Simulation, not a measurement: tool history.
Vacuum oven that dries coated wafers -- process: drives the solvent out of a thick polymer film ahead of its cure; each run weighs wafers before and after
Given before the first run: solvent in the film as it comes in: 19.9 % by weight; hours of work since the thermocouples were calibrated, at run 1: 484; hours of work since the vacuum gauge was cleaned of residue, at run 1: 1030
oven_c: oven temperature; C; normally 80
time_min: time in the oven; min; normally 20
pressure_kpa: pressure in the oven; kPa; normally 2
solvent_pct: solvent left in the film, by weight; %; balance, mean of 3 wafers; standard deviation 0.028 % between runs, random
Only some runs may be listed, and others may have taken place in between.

run	hour	oven_c	time_min	pressure_kpa	hours of work since the thermocouples were calibrated	hours of work since the vacuum gauge was cleaned of residue	solvent_pct
1	0	80	20	2	484	1030	2.34
2	49.9	77	20	2	519	1065	3
3	135.9	80	20	2	579	1125	2.37
4	222.4	80	18	2	639	1185	2.65
5	261.5	77	18	2	667	1213	3.44
6	345.8	80	16	2	725	1271	3.05
7	432	80	16	2	786	1332	3.07
# hour 473.5: vacuum gauge cleaned of residue and calibrated
8	521.6	80	16	2	847	34	3.17
9	590.8	80	16	2	895	82	3.23
# hour 605.5: vacuum gauge cleaned of residue and calibrated, once more
10	642.8	80	20	2	931	26	2.32
11	682.8	86	20	2	958	54	1.41
12	725.3	86	20	2	988	84	1.46
13	791.6	83	17	4.24	1034	130	3.56
# hour 834.2: oven's thermocouples calibrated
14	865.1	87	15	7.58	22	180	4.13
15	944	87	15	7.58	77	235	4.13
16	991.7	88	15	7.58	110	268	3.92
17	1059.5	90	30	2.27	157	316	1.06
18	1142.2	90	30	2.27	215	373	1.08
19	1190.4	92	26	2.14	249	407	0.96
20	1267.9	83	17	1.72	303	461	1.74

Branching from run 20: 4 alternative next runs. What would each branch give?
A	1314.2	84	17	1.72	335	493	?
B	1314.2	70	20	3.47	335	493	?
C	1314.2	83	31	1.72	335	493	?
D	1314.2	83	10	2.21	335	493	?

run	solvent_pct
A	1.54
B	6.08
C	1.11
D	3.63
Take away the tool's hidden state, keep each run's random variation, and the runs would have read:
run	solvent_pct
A	1.43
B	5.86
C	1.02
D	3.48
